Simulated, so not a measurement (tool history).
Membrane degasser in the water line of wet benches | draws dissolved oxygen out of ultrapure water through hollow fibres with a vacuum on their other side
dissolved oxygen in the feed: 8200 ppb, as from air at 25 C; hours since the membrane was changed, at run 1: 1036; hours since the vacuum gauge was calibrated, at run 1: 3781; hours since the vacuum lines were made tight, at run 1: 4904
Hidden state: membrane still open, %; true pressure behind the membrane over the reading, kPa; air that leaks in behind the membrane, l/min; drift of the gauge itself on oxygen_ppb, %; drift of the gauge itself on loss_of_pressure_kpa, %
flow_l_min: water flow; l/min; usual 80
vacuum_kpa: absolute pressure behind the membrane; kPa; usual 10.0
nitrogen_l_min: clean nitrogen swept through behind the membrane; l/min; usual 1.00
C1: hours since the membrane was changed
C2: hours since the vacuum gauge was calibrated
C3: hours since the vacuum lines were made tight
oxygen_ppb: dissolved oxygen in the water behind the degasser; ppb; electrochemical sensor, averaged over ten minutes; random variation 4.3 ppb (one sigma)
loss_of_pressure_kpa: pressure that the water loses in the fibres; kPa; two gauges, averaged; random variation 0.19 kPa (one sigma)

run 1 hour=0.0 | flow_l_min=80 vacuum_kpa=10.0 nitrogen_l_min=1.00 | C1=1036 C2=3781 C3=4904 | oxygen_ppb=889.4 loss_of_pressure_kpa=38.58
run 2 hour=32.3 | flow_l_min=80 vacuum_kpa=10.0 nitrogen_l_min=1.70 | C1=1068 C2=3814 C3=4937 | oxygen_ppb=634.3 loss_of_pressure_kpa=38.50
run 3 hour=59.7 | flow_l_min=80 vacuum_kpa=10.0 nitrogen_l_min=1.00 | C1=1095 C2=3841 C3=4964 | oxygen_ppb=890.0 loss_of_pressure_kpa=38.42
run 4 hour=107.0 | flow_l_min=80 vacuum_kpa=10.0 nitrogen_l_min=1.30 | C1=1143 C2=3888 C3=5011 | oxygen_ppb=753.1 loss_of_pressure_kpa=38.34
run 5 hour=149.6 | flow_l_min=80 vacuum_kpa=10.0 nitrogen_l_min=1.30 | C1=1185 C2=3931 C3=5054 | oxygen_ppb=758.7 loss_of_pressure_kpa=38.34
run 6 hour=189.7 | flow_l_min=80 vacuum_kpa=10.0 nitrogen_l_min=1.00 | C1=1225 C2=3971 C3=5094 | oxygen_ppb=891.6 loss_of_pressure_kpa=38.37
run 7 hour=238.9 | flow_l_min=80 vacuum_kpa=10.0 nitrogen_l_min=1.00 | C1=1274 C2=4020 C3=5143 | oxygen_ppb=889.0 loss_of_pressure_kpa=38.38
run 8 hour=269.4 | flow_l_min=77 vacuum_kpa=10.0 nitrogen_l_min=1.00 | C1=1305 C2=4051 C3=5174 | oxygen_ppb=867.1 loss_of_pressure_kpa=37.31
run 9 hour=308.4 | flow_l_min=80 vacuum_kpa=10.0 nitrogen_l_min=1.00 | C1=1344 C2=4090 C3=5213 | oxygen_ppb=896.6 loss_of_pressure_kpa=38.96
run 10 hour=358.5 | flow_l_min=111 vacuum_kpa=10.0 nitrogen_l_min=1.00 | C1=1394 C2=4140 C3=5263 | oxygen_ppb=1104.6 loss_of_pressure_kpa=53.43
run 11 hour=407.8 | flow_l_min=103 vacuum_kpa=10.0 nitrogen_l_min=1.00 | C1=1443 C2=4189 C3=5312 | oxygen_ppb=1064.5 loss_of_pressure_kpa=49.39
run 12 hour=452.3 | flow_l_min=80 vacuum_kpa=10.0 nitrogen_l_min=1.00 | C1=1488 C2=4234 C3=5357 | oxygen_ppb=897.4 loss_of_pressure_kpa=38.66
run 13 hour=474.6 | flow_l_min=80 vacuum_kpa=10.0 nitrogen_l_min=1.00 | C1=1510 C2=4256 C3=5379 | oxygen_ppb=893.2 loss_of_pressure_kpa=38.72
run 14 hour=506.6 | flow_l_min=80 vacuum_kpa=10.0 nitrogen_l_min=1.00 | C1=1542 C2=4288 C3=5411 | oxygen_ppb=896.6 loss_of_pressure_kpa=38.65
run 15 hour=533.4 | flow_l_min=80 vacuum_kpa=10.0 nitrogen_l_min=1.00 | C1=1569 C2=4315 C3=5438 | oxygen_ppb=893.6 loss_of_pressure_kpa=39.00
run 16 hour=584.8 | flow_l_min=80 vacuum_kpa=10.0 nitrogen_l_min=1.00 | C1=1620 C2=4366 C3=5489 | oxygen_ppb=897.3 loss_of_pressure_kpa=38.65
run 17 hour=626.7 | flow_l_min=49 vacuum_kpa=18.8 nitrogen_l_min=0.77 | C1=1662 C2=4408 C3=5531 | oxygen_ppb=1562.2 loss_of_pressure_kpa=23.90
run 18 hour=672.6 | flow_l_min=49 vacuum_kpa=10.7 nitrogen_l_min=0.59 | C1=1708 C2=4454 C3=5577 | oxygen_ppb=982.8 loss_of_pressure_kpa=23.79
run 19 hour=700.2 | flow_l_min=49 vacuum_kpa=10.7 nitrogen_l_min=0.59 | C1=1736 C2=4482 C3=5604 | oxygen_ppb=983.3 loss_of_pressure_kpa=23.74
run 20 hour=723.1 | flow_l_min=80 vacuum_kpa=6.9 nitrogen_l_min=0.90 | C1=1759 C2=4505 C3=5627 | oxygen_ppb=573.5 loss_of_pressure_kpa=38.91
run 21 hour=762.0 | flow_l_min=55 vacuum_kpa=16.3 nitrogen_l_min=1.00 | C1=1798 C2=4543 C3=5666 | oxygen_ppb=1222.5 loss_of_pressure_kpa=26.61
run 22 hour=807.4 | flow_l_min=55 vacuum_kpa=16.3 nitrogen_l_min=1.00 | C1=1843 C2=4589 C3=5712 | oxygen_ppb=1234.9 loss_of_pressure_kpa=26.77
run 23 hour=829.7 | flow_l_min=74 vacuum_kpa=10.4 nitrogen_l_min=2.97 | C1=1865 C2=4611 C3=5734 | oxygen_ppb=410.0 loss_of_pressure_kpa=35.72
run 24 hour=870.0 | flow_l_min=74 vacuum_kpa=10.4 nitrogen_l_min=2.97 | C1=1906 C2=4651 C3=5774 | oxygen_ppb=412.7 loss_of_pressure_kpa=35.86
run 25 hour=919.5 | flow_l_min=74 vacuum_kpa=10.4 nitrogen_l_min=2.97 | C1=1955 C2=4701 C3=5824 | oxygen_ppb=411.3 loss_of_pressure_kpa=35.66
run 26 hour=943.7 | flow_l_min=74 vacuum_kpa=10.4 nitrogen_l_min=2.97 | C1=1979 C2=4725 C3=5848 | oxygen_ppb=410.3 loss_of_pressure_kpa=35.91
run 27 hour=997.2 | flow_l_min=74 vacuum_kpa=6.7 nitrogen_l_min=0.81 | C1=2033 C2=4779 C3=5902 | oxygen_ppb=558.4 loss_of_pressure_kpa=35.94
run 28 hour=1026.9 | flow_l_min=80 vacuum_kpa=7.9 nitrogen_l_min=0.60 | C1=2062 C2=4808 C3=5931 | oxygen_ppb=882.4 loss_of_pressure_kpa=38.93

Forecast run 29:
run 29 hour=1053.9 | flow_l_min=113 vacuum_kpa=12.0 nitrogen_l_min=0.82 | C1=2089 C2=4835 C3=5958 | oxygen_ppb=? loss_of_pressure_kpa=?

oxygen_ppb: 1551.2 ppb
loss_of_pressure_kpa: 54.90 kPa
Without the tool's hidden state the same run would have given oxygen_ppb 1498.0 ppb, loss_of_pressure_kpa 53.55 kPa.
